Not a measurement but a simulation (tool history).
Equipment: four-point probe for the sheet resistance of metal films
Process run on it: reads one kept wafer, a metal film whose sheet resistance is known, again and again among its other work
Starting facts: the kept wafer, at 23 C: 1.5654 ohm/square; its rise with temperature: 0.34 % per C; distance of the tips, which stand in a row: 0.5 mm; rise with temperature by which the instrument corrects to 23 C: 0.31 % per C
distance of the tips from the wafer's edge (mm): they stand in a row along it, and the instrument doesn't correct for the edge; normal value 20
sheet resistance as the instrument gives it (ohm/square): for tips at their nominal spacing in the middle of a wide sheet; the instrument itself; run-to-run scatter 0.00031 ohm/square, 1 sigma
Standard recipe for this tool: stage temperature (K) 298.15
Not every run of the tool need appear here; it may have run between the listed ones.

run     day  stage temperature (K)  distance of the tips from the wafer's edge (mm)  sheet resistance as the instrument gives it (ohm/square)
  1       0                 298.15                                               20                                                  1.562814
  2   0.904                 298.15                                               20                                                  1.563425
  3   2.112                 298.15                                               20                                                  1.563044
  4   2.771                 298.15                                               13                                                   1.56365
  5   4.158                 298.15                                               20                                                  1.563268
  6   4.904                 298.15                                               56                                                  1.563398
  7   6.279                 297.15                                               56                                                  1.562325
  8   7.429                 297.15                                               56                                                  1.562249
  9   8.092                 308.15                                               20                                                  1.567747
 10   9.188                 308.15                                               20                                                  1.567558
 11   9.833                 298.15                                               63                                                  1.563334
 12  10.488                 298.15                                               63                                                  1.562565
 13  11.767                 306.15                                               20                                                  1.567018
 14  12.512                 301.15                                               20                                                  1.564981
 15  13.575                 301.15                                               20                                                  1.564737
 16  14.625                 292.15                                               20                                                  1.560912
 17  15.533                 292.15                                               20                                                   1.56067
 18  16.125                 292.15                                               20                                                  1.559946
 19  16.871                 298.15                                               20                                                  1.563739
     17.462  -- stage's thermometer calibrated
 20  17.779                 298.15                                               20                                                  1.563315
 21  18.608                 298.15                                                3                                                  1.586198
 22  19.221                 298.15                                                3                                                  1.585414
 23  20.117                 300.15                                                3                                                  1.586279
 24  21.033                 306.15                                               46                                                  1.566134
 25  21.875                 306.15                                               46                                                  1.566281
     22.538  -- stage's thermometer calibrated, once more
 26  22.625                 306.15                                               46                                                  1.570358
 27  23.896                 306.15                                               46                                                  1.569706
 28  24.933                 299.15                                               18                                                  1.567062

Run 29 comes next. What will it give?
 29  26.062                 303.15                                               20                                                         ?

sheet resistance as the instrument gives it (ohm/square): 1.569449
Without the tool's hidden state the same run would have given sheet resistance as the instrument gives it (ohm/square) 1.569431.

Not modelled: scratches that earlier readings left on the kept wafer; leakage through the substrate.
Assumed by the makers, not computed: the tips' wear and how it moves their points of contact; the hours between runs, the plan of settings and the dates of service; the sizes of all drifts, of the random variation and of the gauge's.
